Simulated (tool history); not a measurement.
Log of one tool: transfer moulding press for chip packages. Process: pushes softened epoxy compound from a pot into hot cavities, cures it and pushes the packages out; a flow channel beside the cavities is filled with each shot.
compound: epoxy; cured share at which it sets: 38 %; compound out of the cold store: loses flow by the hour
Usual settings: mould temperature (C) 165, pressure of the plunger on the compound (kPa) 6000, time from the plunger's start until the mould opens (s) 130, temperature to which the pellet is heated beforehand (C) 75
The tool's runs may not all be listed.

run   hour  mould temperature (C)  pressure of the plunger on the compound (kPa)  time from the plunger's start until the mould opens (s)  temperature to which the pellet is heated beforehand (C)  incoming compound's hours out of the cold store  length that the compound runs in the flow channel (mm)  greatest force on the pins that push the packages out (N)
  1    0.0                    165                                           6000                                                      130                                                        75                                             22.0                                                     821                                                        269
       5.9  -- plunger's sealing rings changed
  2   21.5                    165                                           6000                                                      130                                                        75                                             32.3                                                     836                                                        279
  3   45.3                    165                                           6000                                                      130                                                        75                                             45.9                                                     797                                                        286
  4   62.9                    165                                           6000                                                      130                                                        75                                             39.3                                                     815                                                        306
      70.8  -- cavities cleaned with cleaning compound and waxed
  5   89.4                    165                                           6000                                                      130                                                        75                                             15.8                                                     865                                                        240
  6  106.2                    168                                           6000                                                      130                                                        75                                             34.2                                                     809                                                        255
  7  120.1                    165                                           6000                                                      130                                                        75                                             43.5                                                     796                                                        273
  8  132.9                    172                                           6000                                                      123                                                        75                                             14.6                                                     838                                                        266
  9  154.4                    161                                           4790                                                      129                                                        75                                             35.3                                                     740                                                        359
 10  173.0                    157                                           6810                                                      130                                                        76                                             12.7                                                     956                                                        497
     178.0  -- cavities cleaned with cleaning compound and waxed
 11  196.5                    165                                           7390                                                      130                                                        75                                             24.2                                                     929                                                        250
 12  218.2                    165                                           7390                                                      130                                                        75                                             17.2                                                     940                                                        282

Run 13 comes next. What will it give?
 13  236.8                    165                                           7390                                                      130                                                        75                                             22.1                                                       ?                                                          ?

{"run 13": {"length that the compound runs in the flow channel (mm)": 920, "greatest force on the pins that push the packages out (N)": 287}}
Without the tool's hidden state the same run would have given length that the compound runs in the flow channel (mm) 957, greatest force on the pins that push the packages out (N) 208.

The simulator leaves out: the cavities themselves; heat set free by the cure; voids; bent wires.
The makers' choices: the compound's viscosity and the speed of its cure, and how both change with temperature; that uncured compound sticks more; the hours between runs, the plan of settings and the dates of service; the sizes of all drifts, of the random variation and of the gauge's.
